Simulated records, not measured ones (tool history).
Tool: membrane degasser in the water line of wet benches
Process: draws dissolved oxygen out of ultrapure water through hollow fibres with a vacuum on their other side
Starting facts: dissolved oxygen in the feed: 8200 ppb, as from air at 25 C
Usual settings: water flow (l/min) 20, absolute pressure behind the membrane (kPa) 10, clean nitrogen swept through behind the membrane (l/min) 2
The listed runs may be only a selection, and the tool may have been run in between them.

run,hour,water flow (l/min),absolute pressure behind the membrane (kPa),clean nitrogen swept through behind the membrane (l/min),dissolved oxygen in the water behind the degasser (ppb),pressure that the water loses in the fibres (kPa)
1,0,20,10,2,192.6,50.03
2,68,20,10,2,194.2,50.04
3,154.6,20,10,3.58,123.8,50.31
4,263.3,20,10,3.58,123.4,49.92
5,363.8,20,10,2,191.1,50.24
6,462.1,20,10,2,192.7,50.19
7,562.7,20,10,2,194.8,50.14
8,624.2,20,10,2,195,50.34
9,681.3,20,10,2.94,148,50.28
# hour 692.6: vacuum gauge calibrated
10,783.5,20,10,2.94,146.3,50.34

Run 11, settings as shown, results not yet in. Your forecast:
11,873.8,20,10,2,?,?

dissolved oxygen in the water behind the degasser (ppb): 192.9
pressure that the water loses in the fibres (kPa): 50.64
Minus the tool's unlogged condition, the same run would have read dissolved oxygen in the water behind the degasser (ppb) 183.5, pressure that the water loses in the fibres (kPa) 49.98.
